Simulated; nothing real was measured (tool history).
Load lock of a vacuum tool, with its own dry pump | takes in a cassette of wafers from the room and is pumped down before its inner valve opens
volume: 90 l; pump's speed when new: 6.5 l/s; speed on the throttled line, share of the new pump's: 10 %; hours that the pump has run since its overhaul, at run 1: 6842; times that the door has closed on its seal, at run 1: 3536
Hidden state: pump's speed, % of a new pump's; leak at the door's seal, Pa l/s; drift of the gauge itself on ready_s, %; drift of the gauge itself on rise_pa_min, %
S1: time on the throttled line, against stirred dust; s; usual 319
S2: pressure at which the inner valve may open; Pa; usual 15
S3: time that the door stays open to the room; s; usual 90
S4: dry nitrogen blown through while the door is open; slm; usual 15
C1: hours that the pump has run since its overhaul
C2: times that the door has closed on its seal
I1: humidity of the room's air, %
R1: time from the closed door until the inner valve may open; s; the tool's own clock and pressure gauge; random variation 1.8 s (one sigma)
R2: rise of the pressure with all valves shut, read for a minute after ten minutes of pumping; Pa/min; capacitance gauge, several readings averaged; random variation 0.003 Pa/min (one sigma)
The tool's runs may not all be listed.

Run 1, hour 0.0: usual settings; C1 6842; C2 3536; I1 43.9. Result: R1 413.5 s, R2 0.087 Pa/min.
Run 2, hour 337.8: usual settings; C1 7180; C2 5133; I1 43.9. Result: R1 416.8 s, R2 0.110 Pa/min.
Run 3, hour 938.2: usual settings; C1 7781; C2 7971; I1 44.8. Result: R1 415.3 s, R2 0.160 Pa/min.
Run 4, hour 1246.7: usual settings; C1 8089; C2 9430; I1 46.0. Result: R1 420.7 s, R2 0.201 Pa/min.
Run 5, hour 1793.0: usual settings; C1 8635; C2 12012; I1 46.0. Result: R1 416.9 s, R2 0.285 Pa/min.
Run 6, hour 2442.6: usual settings; C1 9285; C2 15083; I1 44.8. Result: R1 417.9 s, R2 0.369 Pa/min.
Run 7, hour 3090.1: usual settings but S3 49 s; C1 9932; C2 18144; I1 43.8. Result: R1 419.6 s, R2 0.477 Pa/min.
Run 8, hour 3392.1: usual settings but S3 49 s; C1 10234; C2 19572; I1 45.0. Result: R1 418.0 s, R2 0.534 Pa/min.
Run 9, hour 4003.7: usual settings but S3 49 s; C1 10846; C2 22463; I1 45.0. Result: R1 421.0 s, R2 0.659 Pa/min.
At hour 4170.0: door's seal changed, seat wiped.
Run 10, hour 4335.6: usual settings but S3 49 s, S4 14 slm; C1 11176; C2 782; I1 46.7. Result: R1 422.0 s, R2 0.034 Pa/min.
Run 11, hour 4912.4: usual settings; C1 11753; C2 3509; I1 46.7. Result: R1 425.7 s, R2 0.078 Pa/min.
Run 12, hour 5267.5: usual settings but S1 299 s, S2 10 Pa; C1 12108; C2 5188; I1 47.8. Result: R1 413.2 s, R2 0.093 Pa/min.
Run 13, hour 5550.9: usual settings but S1 299 s, S2 10 Pa, S3 104 s, S4 8 slm; C1 12392; C2 6527; I1 44.6. Result: R1 416.9 s, R2 0.123 Pa/min.
Run 14, hour 5921.3: usual settings but S1 364 s, S2 13 Pa, S3 104 s, S4 8 slm; C1 12762; C2 8278; I1 44.7. Result: R1 469.7 s, R2 0.153 Pa/min.
Run 15, hour 6259.3: usual settings but S1 364 s, S2 13 Pa, S3 104 s, S4 8 slm; C1 13100; C2 9876; I1 44.3. Result: R1 465.8 s, R2 0.190 Pa/min.
Run 16, hour 6902.0: usual settings but S1 364 s, S2 27 Pa, S3 235 s, S4 7 slm; C1 13743; C2 12914; I1 46.3. Result: R1 453.5 s, R2 0.294 Pa/min.
Run 17, hour 7266.2: usual settings but S1 178 s, S3 34 s; C1 14107; C2 14636; I1 45.1. Result: R1 302.7 s, R2 0.306 Pa/min.
Run 18, hour 7813.9: usual settings but S1 399 s, S2 20 Pa, S3 34 s, S4 19 slm; C1 14655; C2 17226; I1 47.6. Result: R1 494.1 s, R2 0.392 Pa/min.
Run 19, hour 8177.6: usual settings but S1 240 s, S2 23 Pa; C1 15018; C2 18945; I1 43.4. Result: R1 349.9 s, R2 0.484 Pa/min.
Run 20, hour 8778.7: usual settings but S1 576 s, S2 11 Pa, S3 153 s, S4 23 slm; C1 15620; C2 21786; I1 48.2. Result: R1 660.3 s, R2 0.615 Pa/min.
At hour 9087.7: door's seal changed, seat wiped.
Run 21, hour 9133.1: usual settings but S1 576 s, S2 11 Pa, S3 153 s, S4 23 slm; C1 15972; C2 215; I1 42.2. Result: R1 656.4 s, R2 0.026 Pa/min.
Run 22, hour 9512.6: usual settings but S1 395 s, S2 11 Pa, S3 153 s, S4 10 slm; C1 16352; C2 2009; I1 44.3. Result: R1 497.9 s, R2 0.059 Pa/min.

Hidden state or all else? Some run-to-run changes of R1, split into what the settings, what came in and random variation would give without the hidden state, and what is left for the hidden state (with any gauge scatter that isn't in both results):
Run 16 -> 17: S1 364 -> 178, S2 27 -> 15, S3 235 -> 34, S4 7 -> 15. R1 -150.8 s: hidden state +5.9, all else -156.7.
Run 17 -> 18: S1 178 -> 399, S2 15 -> 20, S4 15 -> 19. R1 +191.4 s: hidden state -4.3, all else +195.7.
Run 19 -> 20: S1 240 -> 576, S2 23 -> 11, S3 90 -> 153, S4 15 -> 23. R1 +310.4 s: hidden state -4.5, all else +314.9.

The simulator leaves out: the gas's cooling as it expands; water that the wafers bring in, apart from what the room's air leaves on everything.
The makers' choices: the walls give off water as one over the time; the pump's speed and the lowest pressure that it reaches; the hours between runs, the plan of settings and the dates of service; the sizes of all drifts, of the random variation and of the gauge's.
